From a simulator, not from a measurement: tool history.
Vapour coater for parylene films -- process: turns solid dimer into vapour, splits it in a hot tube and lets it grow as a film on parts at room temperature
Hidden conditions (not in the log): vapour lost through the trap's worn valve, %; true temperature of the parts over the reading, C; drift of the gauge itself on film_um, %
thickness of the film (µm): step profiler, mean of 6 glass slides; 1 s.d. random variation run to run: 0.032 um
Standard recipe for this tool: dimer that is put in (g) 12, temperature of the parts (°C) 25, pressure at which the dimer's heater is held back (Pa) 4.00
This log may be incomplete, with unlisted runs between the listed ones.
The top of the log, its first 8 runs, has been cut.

run	hour	dimer that is put in (g)	temperature of the parts (°C)	pressure at which the dimer's heater is held back (Pa)	hours of work since the trap's valve was overhauled	hours of work since the table's thermometer was calibrated	thickness of the film (µm)
9	510.1	12	18	4.00	288	1584	12.28
# hour 533.4: trap's valve overhauled
10	560.7	12	18	4.00	16	1612	12.38
11	608.8	12	25	4.00	45	1640	9.67
12	685.1	12	25	4.00	90	1685	9.69
13	731.8	12	25	4.00	117	1713	9.65
14	790.2	12	25	7.20	152	1747	8.81
15	866.7	5	25	4.00	197	1792	4.01
16	950.0	12	25	10.75	246	1842	8.29
17	993.4	12	25	2.39	272	1867	10.38
# hour 1044.0: trap's valve overhauled
18	1062.8	8	25	4.00	11	1906	6.43
19	1144.0	12	29	4.00	59	1954	8.45
20	1184.8	12	22	4.00	83	1978	10.62
21	1220.6	12	31	4.00	104	1999	7.88
22	1281.7	12	31	4.00	141	2035	7.82
23	1321.1	12	20	4.00	164	2059	11.47
24	1373.7	11	20	2.54	195	2090	11.13
25	1454.2	8	21	7.70	242	2137	6.60
26	1542.2	21	30	4.00	294	2189	14.11
# hour 1557.4: trap's valve overhauled
27	1606.5	12	25	8.22	29	2225	8.56

What does the tool deliver on the next run?
28	1673.4	12	23	8.22	69	2264	?

thickness of the film (µm): 9.19
If the tool had no hidden condition, the same run with the same run-to-run variation would have returned thickness of the film (µm) 9.36.

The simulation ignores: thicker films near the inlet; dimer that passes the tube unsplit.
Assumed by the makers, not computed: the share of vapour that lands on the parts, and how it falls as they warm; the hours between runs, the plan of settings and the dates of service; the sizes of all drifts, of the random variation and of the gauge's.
